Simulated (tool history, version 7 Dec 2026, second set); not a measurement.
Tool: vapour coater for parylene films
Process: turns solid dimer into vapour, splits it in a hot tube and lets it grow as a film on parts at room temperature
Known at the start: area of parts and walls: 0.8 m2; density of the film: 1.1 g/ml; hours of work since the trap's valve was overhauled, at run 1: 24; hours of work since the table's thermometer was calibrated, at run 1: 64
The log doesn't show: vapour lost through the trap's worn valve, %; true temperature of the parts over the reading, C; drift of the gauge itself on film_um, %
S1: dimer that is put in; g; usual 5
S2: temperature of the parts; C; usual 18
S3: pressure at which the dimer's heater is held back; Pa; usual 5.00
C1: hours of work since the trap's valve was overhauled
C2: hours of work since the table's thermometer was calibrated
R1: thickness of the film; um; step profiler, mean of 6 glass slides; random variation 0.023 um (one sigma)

{"run": 1, "hour": 0.0, "S1": 5, "S2": 18, "S3": 5.0, "C1": 24, "C2": 64, "R1": 3.01}
{"run": 2, "hour": 14.2, "S1": 5, "S2": 18, "S3": 5.0, "C1": 35, "C2": 74, "R1": 3.02}
{"run": 3, "hour": 29.2, "S1": 5, "S2": 18, "S3": 5.0, "C1": 45, "C2": 85, "R1": 3.0}
{"run": 4, "hour": 48.2, "S1": 5, "S2": 18, "S3": 5.0, "C1": 59, "C2": 99, "R1": 2.97}
{"run": 5, "hour": 63.2, "S1": 5, "S2": 18, "S3": 5.0, "C1": 70, "C2": 110, "R1": 2.94}
{"run": 6, "hour": 74.7, "S1": 5, "S2": 18, "S3": 5.0, "C1": 78, "C2": 118, "R1": 2.98}
{"run": 7, "hour": 87.8, "S1": 5, "S2": 18, "S3": 5.0, "C1": 87, "C2": 127, "R1": 2.97}
{"run": 8, "hour": 102.0, "S1": 5, "S2": 18, "S3": 5.0, "C1": 97, "C2": 137, "R1": 2.95}
{"run": 9, "hour": 117.8, "S1": 5, "S2": 18, "S3": 5.0, "C1": 109, "C2": 149, "R1": 2.93}
{"run": 10, "hour": 126.3, "S1": 5, "S2": 23, "S3": 5.0, "C1": 115, "C2": 155, "R1": 2.44}
{"run": 11, "hour": 143.2, "S1": 5, "S2": 11, "S3": 5.0, "C1": 127, "C2": 167, "R1": 3.72}
{"run": 12, "hour": 160.7, "S1": 5, "S2": 11, "S3": 5.0, "C1": 139, "C2": 179, "R1": 3.72}
{"run": 13, "hour": 171.7, "S1": 5, "S2": 11, "S3": 5.0, "C1": 147, "C2": 187, "R1": 3.7}
{"run": 14, "hour": 186.5, "S1": 5, "S2": 11, "S3": 3.37, "C1": 158, "C2": 198, "R1": 3.93}
{"run": 15, "hour": 197.5, "S1": 5, "S2": 12, "S3": 5.0, "C1": 166, "C2": 206, "R1": 3.57}
{"run": 16, "hour": 210.7, "S1": 5, "S2": 18, "S3": 10.02, "C1": 175, "C2": 215, "R1": 2.58}
{"run": 17, "hour": 221.9, "S1": 5, "S2": 18, "S3": 5.0, "C1": 183, "C2": 223, "R1": 2.91}
{"run": 18, "hour": 236.2, "S1": 5, "S2": 24, "S3": 7.91, "C1": 194, "C2": 233, "R1": 2.14}
{"hour": 242.0, "done": "trap's valve overhauled"}
{"run": 19, "hour": 256.2, "S1": 5, "S2": 24, "S3": 8.94, "C1": 10, "C2": 245, "R1": 2.05}
{"run": 20, "hour": 274.9, "S1": 3, "S2": 12, "S3": 8.94, "C1": 24, "C2": 258, "R1": 1.86}
{"run": 21, "hour": 289.7, "S1": 8, "S2": 24, "S3": 8.94, "C1": 34, "C2": 269, "R1": 3.27}
{"run": 22, "hour": 298.4, "S1": 8, "S2": 24, "S3": 8.94, "C1": 40, "C2": 275, "R1": 3.24}
{"hour": 305.1, "done": "trap's valve overhauled, once more"}
{"run": 23, "hour": 311.8, "S1": 6, "S2": 10, "S3": 8.12, "C1": 5, "C2": 282, "R1": 4.49}
{"run": 24, "hour": 324.5, "S1": 6, "S2": 10, "S3": 8.12, "C1": 14, "C2": 291, "R1": 4.44}
{"run": 25, "hour": 340.2, "S1": 6, "S2": 10, "S3": 8.12, "C1": 25, "C2": 302, "R1": 4.42}
{"run": 26, "hour": 357.9, "S1": 4, "S2": 24, "S3": 2.2, "C1": 38, "C2": 315, "R1": 2.21}
{"run": 27, "hour": 368.1, "S1": 4, "S2": 24, "S3": 2.2, "C1": 45, "C2": 322, "R1": 2.23}
{"run": 28, "hour": 376.9, "S1": 3, "S2": 20, "S3": 5.0, "C1": 51, "C2": 329, "R1": 1.73}
{"run": 29, "hour": 386.3, "S1": 3, "S2": 14, "S3": 7.21, "C1": 58, "C2": 335, "R1": 1.96}
{"run": 30, "hour": 404.1, "S1": 3, "S2": 14, "S3": 7.21, "C1": 71, "C2": 348, "R1": 1.93}

5 ways to go on from here, each from the tool as it stands after run 30. What would each give?
{"run": "A", "hour": 414.6, "S1": 2, "S2": 18, "S3": 5.0, "C1": 78, "C2": 356, "R1": "?"}
{"run": "B", "hour": 414.6, "S1": 2, "S2": 14, "S3": 7.21, "C1": 78, "C2": 356, "R1": "?"}
{"run": "C", "hour": 414.6, "S1": 7, "S2": 23, "S3": 5.44, "C1": 78, "C2": 356, "R1": "?"}
{"run": "D", "hour": 414.6, "S1": 3, "S2": 22, "S3": 2.84, "C1": 78, "C2": 356, "R1": "?"}
{"run": "E", "hour": 414.6, "S1": 6, "S2": 18, "S3": 3.58, "C1": 78, "C2": 356, "R1": "?"}

run=A R1=1.22
run=B R1=1.29
run=C R1=3.42
run=D R1=1.74
run=E R1=3.75
Without the tool's hidden state the same runs would have given:
run=A R1=1.24
run=B R1=1.32
run=C R1=3.49
run=D R1=1.77
run=E R1=3.83
